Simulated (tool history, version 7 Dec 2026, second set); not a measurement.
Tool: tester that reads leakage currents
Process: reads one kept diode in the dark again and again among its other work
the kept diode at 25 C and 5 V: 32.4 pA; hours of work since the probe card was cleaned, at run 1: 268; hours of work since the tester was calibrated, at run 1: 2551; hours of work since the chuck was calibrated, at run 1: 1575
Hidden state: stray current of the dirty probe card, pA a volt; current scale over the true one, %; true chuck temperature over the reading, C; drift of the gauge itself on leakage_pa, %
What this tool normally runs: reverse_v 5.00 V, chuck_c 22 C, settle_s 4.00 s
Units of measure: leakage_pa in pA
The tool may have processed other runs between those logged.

run    hour  reverse_v  chuck_c  settle_s  hours of work since the probe card was cleaned  hours of work since the tester was calibrated  hours of work since the chuck was calibrated  leakage_pa
  1     0.0       5.00       22      4.00                                             268                                           2551                                          1575       23.59
       54.8  -- chuck's temperature calibrated
  2   115.6       5.00       22      4.00                                             323                                           2606                                            29       27.13
  3   279.5       5.00       26      4.00                                             402                                           2686                                           109       37.97
  4   460.3       5.00       22      4.00                                             489                                           2773                                           196       27.48
  5   553.5       5.00       22      4.00                                             534                                           2818                                           241       27.62
  6   724.7       5.00       22      3.26                                             617                                           2901                                           324       27.94
  7   823.3       5.00       22      1.64                                             665                                           2948                                           371       28.02
  8   997.9       5.00       22      4.00                                             749                                           3033                                           456       28.06
  9  1148.3       8.32       22      4.00                                             822                                           3105                                           528       37.71
 10  1339.9       8.32       22      4.00                                             914                                           3198                                           621       38.00
 11  1474.3       5.00       22      0.72                                             979                                           3263                                           686       28.78
 12  1644.6       5.00       22      0.72                                            1061                                           3345                                           768       29.28
 13  1804.8       5.00       22      1.19                                            1139                                           3422                                           845       29.34
 14  1890.6       1.16       22      4.00                                            1180                                           3464                                           887       13.17
     1905.0  -- probe card cleaned and baked
 15  2040.7       1.16       22      4.00                                              66                                           3535                                           958       11.78
 16  2238.5       1.16       22      4.00                                             161                                           3630                                          1053       11.56
 17  2379.4       5.00       22      4.00                                             229                                           3698                                          1122       23.85
 18  2487.8       5.00       22      4.00                                             282                                           3751                                          1174       24.12
 19  2664.9       5.00       22      4.00                                             367                                           3836                                          1259       24.32
 20  2758.6       5.00       22      4.00                                             412                                           3882                                          1305       24.41
     2880.7  -- tester calibrated
 21  2908.5       5.00       22      4.00                                             484                                             13                                          1376       24.32
 22  3026.1       5.00       22      4.00                                             541                                             70                                          1433       24.42
 23  3158.2       7.22       43      4.00                                             604                                            134                                          1497      156.15
 24  3303.3      11.23       23      4.00                                             675                                            204                                          1567       41.89
     3375.2  -- chuck's temperature calibrated
 25  3449.4       1.95       49      4.00                                             744                                            274                                            36      148.55
 26  3620.3       6.76       21      4.00                                             827                                            356                                           118       31.29
 27  3726.7       5.00       22      7.03                                             878                                            408                                           170       28.61
 28  3859.8       4.94       22      1.54                                             942                                            472                                           234       28.75
 29  4035.9       4.83       57      1.54                                            1027                                            557                                           319      403.45
 30  4147.7       2.55       57      6.74                                            1081                                            611                                           373      295.51
 31  4310.0      13.53       57      6.78                                            1160                                            690                                           452      651.16
     4375.0  -- probe card cleaned and baked
 32  4448.9      13.53       57      6.78                                              36                                            755                                           517      633.26
 33  4534.7      13.53       57      6.78                                              77                                            797                                           559      631.96
 34  4726.2      10.17       22      2.41                                             170                                            889                                           651       34.68
 35  4829.4       4.23       22      0.67                                             219                                            939                                           701       22.78
 36  4932.3       2.54       59      2.25                                             269                                            989                                           751      329.05
 37  5063.8       1.02       37      1.37                                             333                                           1052                                           814       40.02
 38  5176.7       5.00       22      4.06                                             387                                           1107                                           869       24.80
 39  5371.8       4.36       58      0.32                                             482                                           1201                                           963      389.90
 40  5568.5       3.25       37      0.31                                             577                                           1296                                          1058       69.29

Measured minus without-hidden-state, run by run (identical run-to-run variation in each term; gauge scatter may differ):
run  leakage_pa
  1       -1.25
  2       +2.13
  3       +2.37
  4       +2.54
  5       +2.65
  6       +2.83
  7       +2.92
  8       +3.12
  9       +5.89
 10       +6.32
 11       +3.72
 12       +3.97
 13       +4.14
 14       +0.54
 15       -0.84
 16       -0.83
 17       -1.05
 18       -0.94
 19       -0.68
 20       -0.55
 21       -0.71
 22       -0.53
 23      -15.53
 24       +1.87
 25       +0.91
 26       +5.01
 27       +3.77
 28       +3.87
 29       -5.13
 30       -5.88
 31       -7.36
 32      -24.80
 33      -26.37
 34       -0.38
 35       -0.58
 36      -18.04
 37       -2.54
 38       -0.07
 39      -26.60
 40       -4.49
